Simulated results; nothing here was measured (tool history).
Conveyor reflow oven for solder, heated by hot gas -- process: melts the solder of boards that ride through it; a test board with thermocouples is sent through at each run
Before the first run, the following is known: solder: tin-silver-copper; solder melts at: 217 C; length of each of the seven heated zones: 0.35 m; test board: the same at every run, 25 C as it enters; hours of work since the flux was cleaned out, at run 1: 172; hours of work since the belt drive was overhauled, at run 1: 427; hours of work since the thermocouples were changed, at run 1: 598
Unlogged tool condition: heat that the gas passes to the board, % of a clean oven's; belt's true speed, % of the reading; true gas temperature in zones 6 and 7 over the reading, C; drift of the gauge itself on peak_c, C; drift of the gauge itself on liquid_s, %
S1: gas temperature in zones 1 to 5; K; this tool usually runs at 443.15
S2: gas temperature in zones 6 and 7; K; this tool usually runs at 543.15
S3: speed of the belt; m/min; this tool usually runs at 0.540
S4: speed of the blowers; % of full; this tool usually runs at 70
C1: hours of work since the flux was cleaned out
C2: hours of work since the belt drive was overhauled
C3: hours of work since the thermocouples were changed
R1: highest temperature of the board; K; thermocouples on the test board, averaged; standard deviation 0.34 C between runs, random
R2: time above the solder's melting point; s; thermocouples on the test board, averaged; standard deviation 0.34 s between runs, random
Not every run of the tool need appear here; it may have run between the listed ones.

run,hour,S1,S2,S3,S4,C1,C2,C3,R1,R2
1,0.0,443.15,543.15,0.540,70,172,427,598,526.15,57.0
2,7.4,449.15,543.15,0.540,70,178,433,604,527.55,59.6
3,18.5,454.15,543.15,0.540,70,187,442,613,528.55,62.4
# hour 27.3: flux residue cleaned out of gas plates and filters
4,30.1,454.15,543.15,0.540,70,2,447,618,529.25,64.2
5,44.2,443.15,543.15,0.540,74,13,458,629,529.35,59.5
6,55.5,443.15,543.15,0.540,74,22,467,638,528.85,59.4
7,63.9,443.15,543.15,0.540,74,29,473,645,529.05,59.3
8,75.0,443.15,543.15,0.540,74,38,482,654,528.85,59.6
9,89.0,443.15,543.15,0.540,74,49,493,665,528.95,59.6
10,95.8,443.15,543.15,0.540,74,54,499,670,528.75,59.7
11,107.0,443.15,543.15,0.540,74,63,507,679,528.35,59.8
12,114.5,443.15,543.15,0.540,74,69,513,685,529.35,59.3
13,126.9,452.15,543.15,0.540,74,79,523,695,530.65,63.0
14,138.0,452.15,543.15,0.540,74,87,532,703,529.95,64.3
15,147.5,452.15,543.15,0.540,74,95,539,711,530.15,63.9
16,155.4,452.15,543.15,0.540,74,101,546,717,529.75,63.7
17,161.3,454.15,543.15,0.540,70,106,550,722,529.15,63.9
18,173.6,454.15,555.15,0.559,70,116,560,732,537.75,65.7
19,186.1,443.15,543.15,0.540,70,125,570,741,526.85,57.8
20,198.4,443.15,538.15,0.540,79,135,580,751,525.25,57.7
21,212.3,443.15,549.15,0.508,79,146,591,762,536.55,68.9
22,220.8,443.15,536.15,0.532,51,153,597,769,514.75,45.9
23,226.9,443.15,553.15,0.532,82,158,602,774,539.45,66.0

For run 24, what comes out?
24,233.0,448.15,553.15,0.532,63,163,607,779,?,?

R1: 534.65 K
R2: 64.9 s
Were there no unlogged condition in the tool, this run, its random variation unchanged, would have produced R1 533.45 K, R2 63.7 s.
